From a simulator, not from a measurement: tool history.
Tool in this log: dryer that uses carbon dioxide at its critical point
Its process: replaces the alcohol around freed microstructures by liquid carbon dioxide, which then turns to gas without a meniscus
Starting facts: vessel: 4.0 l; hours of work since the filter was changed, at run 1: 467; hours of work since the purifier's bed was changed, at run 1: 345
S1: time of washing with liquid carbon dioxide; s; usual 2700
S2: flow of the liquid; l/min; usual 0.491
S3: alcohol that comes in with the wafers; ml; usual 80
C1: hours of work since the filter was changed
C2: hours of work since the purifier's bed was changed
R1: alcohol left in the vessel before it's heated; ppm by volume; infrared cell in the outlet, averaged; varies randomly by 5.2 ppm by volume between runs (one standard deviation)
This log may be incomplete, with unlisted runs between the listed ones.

run	hour	S1	S2	S3	C1	C2	R1
1	0.0	2700	0.491	80	467	345	291
2	28.6	2700	0.491	80	489	366	320
# hour 39.8: inlet filter changed
3	49.9	2700	0.491	80	8	382	270
4	73.3	2700	0.491	80	26	400	288
5	95.3	4020	0.491	80	42	417	214
6	122.0	2700	0.491	61	63	437	287
7	137.5	2700	0.491	80	74	449	323
8	152.3	2700	0.491	80	86	460	317
9	178.1	2700	0.491	80	105	480	344
10	204.7	2700	0.763	80	126	500	257
11	228.2	2700	0.763	80	144	518	261
12	242.4	2700	0.492	80	154	529	358
13	259.3	2700	0.492	111	167	542	406
14	279.3	2700	0.492	73	182	557	360
# hour 289.5: purifier's bed changed
15	298.5	1980	0.491	80	195	7	445
16	316.9	1740	0.491	101	209	21	887
17	346.3	2700	0.491	99	231	43	158
18	370.2	2700	0.491	99	249	61	175

Forecast each of these 5 alternatives for the next run:
A	391.6	1980	0.423	99	266	78	?
B	391.6	4020	0.491	108	266	78	?
C	391.6	2700	0.491	25	266	78	?
D	391.6	4140	0.487	99	266	78	?
E	391.6	2700	0.491	76	266	78	?

run	R1
A	960
B	60
C	85
D	57
E	151
What these runs would have given with no unlogged condition in the tool:
run	R1
A	812
B	17
C	38
D	15
E	91
